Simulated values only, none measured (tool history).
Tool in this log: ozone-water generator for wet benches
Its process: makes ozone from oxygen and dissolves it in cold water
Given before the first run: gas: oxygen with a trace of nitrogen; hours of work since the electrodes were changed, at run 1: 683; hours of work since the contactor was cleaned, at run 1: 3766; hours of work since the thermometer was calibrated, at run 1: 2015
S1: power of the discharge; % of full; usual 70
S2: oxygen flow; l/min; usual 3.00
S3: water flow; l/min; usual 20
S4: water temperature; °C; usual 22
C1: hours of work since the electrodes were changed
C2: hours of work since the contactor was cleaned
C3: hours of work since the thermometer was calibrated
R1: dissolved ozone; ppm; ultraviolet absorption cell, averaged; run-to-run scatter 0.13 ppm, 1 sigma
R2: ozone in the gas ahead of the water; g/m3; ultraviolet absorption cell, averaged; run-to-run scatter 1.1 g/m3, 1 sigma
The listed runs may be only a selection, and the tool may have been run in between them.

run     day  S1    S2  S3  S4    C1    C2    C3    R1     R2
  1   0.000  70  3.00  20  22   683  3766  2015  13.0  190.4
  2   1.079  70  3.00  20  22   707  3789  2039  13.0  189.5
  3   1.988  70  3.00  24  22   727  3810  2059  11.3  188.1
  4   3.033  70  3.00  24  22   750  3833  2082  11.2  187.6
  5   4.262  70  3.00  20  18   777  3860  2109  13.7  188.4
  6   5.246  62  3.00  20  22   799  3882  2131  11.8  166.3
  7   6.450  62  3.00  20  22   825  3908  2157  11.9  164.9
  8   7.454  62  2.69  20  22   848  3930  2180  11.8  174.9
  9   8.283  70  3.00  20  22   866  3949  2198  13.2  184.2
 10   8.979  70  3.00  20  22   881  3964  2213  13.0  183.9
 11  10.050  70  3.00  20  22   905  3988  2237  13.2  183.4
     10.888  -- gauge calibrated
 12  11.042  70  3.00  20  22   927  4010  2259  13.2  187.3
 13  11.921  70  3.00  20  22   946  4029  2279  13.1  188.5
 14  12.738  70  3.00  20  22   964  4047  2297  13.0  189.6
 15  13.808  70  3.00  20  22   988  4071  2320  13.3  188.2
 16  14.904  70  3.00  20  22  1012  4095  2345  13.0  186.4
     15.279  -- contactor cleaned
 17  15.733  70  3.29  20  22  1027    10  2359  13.3  176.8
 18  16.529  82  1.65  20  21  1045    28  2377  14.0  303.6
 19  17.800  82  1.65  20  21  1073    56  2405  14.0  302.8
 20  18.900  44  5.21  22  18  1097    80  2429   8.4   89.0
 21  19.512  51  3.79  22  18  1111    94  2443   9.6  120.9
 22  20.229  83  3.79  18  18  1127   110  2459  17.9  191.2
 23  21.104  83  3.79  18  18  1146   129  2478  17.8  189.4
 24  21.667  44  4.58  24  19  1158   141  2490   7.8   93.8
 25  22.217  44  1.54  24  22  1171   153  2503   6.3  171.9
     22.588  -- gauge calibrated
 26  22.938  44  4.33  21  22  1186   169  2519   8.4   99.2
 27  24.138  45  2.23  21  22  1213   196  2545   8.0  146.2
 28  24.750  45  2.23  21  22  1227   210  2559   7.9  146.6
 29  25.321  42  3.00  20  27  1239   222  2571   7.7  116.9
 30  26.412  70  2.96  21  22  1263   246  2595  12.5  188.4
 31  27.129  99  1.89  20  26  1279   262  2611  16.5  335.0
 32  28.208  99  1.89  20  26  1303   286  2635  16.6  333.1
 33  29.221  99  2.43  28  26  1325   308  2658  12.4  287.0

A few steps of R2 between consecutive runs. Split each: what settings, incoming material and random variation would produce without the hidden state, and what is left over for the hidden state, along with gauge scatter present in only one of the two compared results (measured, and without hidden state):
Hidden state present: yield of the discharge, % of new electrodes'; contactor's efficiency, % of a clean one's; true water temperature over the reading, C; drift of the gauge itself on ozone_ppm, %; drift of the gauge itself on gas_g_m3, %.
Run 11 -> 12: gauge calibrated. R2 +3.9 g/m3: hidden state +5.1, all else -1.2.
Run 17 -> 18: S1 70 -> 82, S2 3.29 -> 1.65, S4 22 -> 21. R2 +126.8 g/m3: hidden state -2.5, all else +129.3.
Run 19 -> 20: S1 82 -> 44, S2 1.65 -> 5.21, S3 20 -> 22, S4 21 -> 18. R2 -213.8 g/m3: hidden state +4.0, all else -217.8.
Run 25 -> 26: S2 1.54 -> 4.33, S3 24 -> 21, gauge calibrated. R2 -72.7 g/m3: hidden state +5.4, all else -78.1.
Run 30 -> 31: S1 70 -> 99, S2 2.96 -> 1.89, S3 21 -> 20, S4 22 -> 26. R2 +146.6 g/m3: hidden state -2.4, all else +149.0.
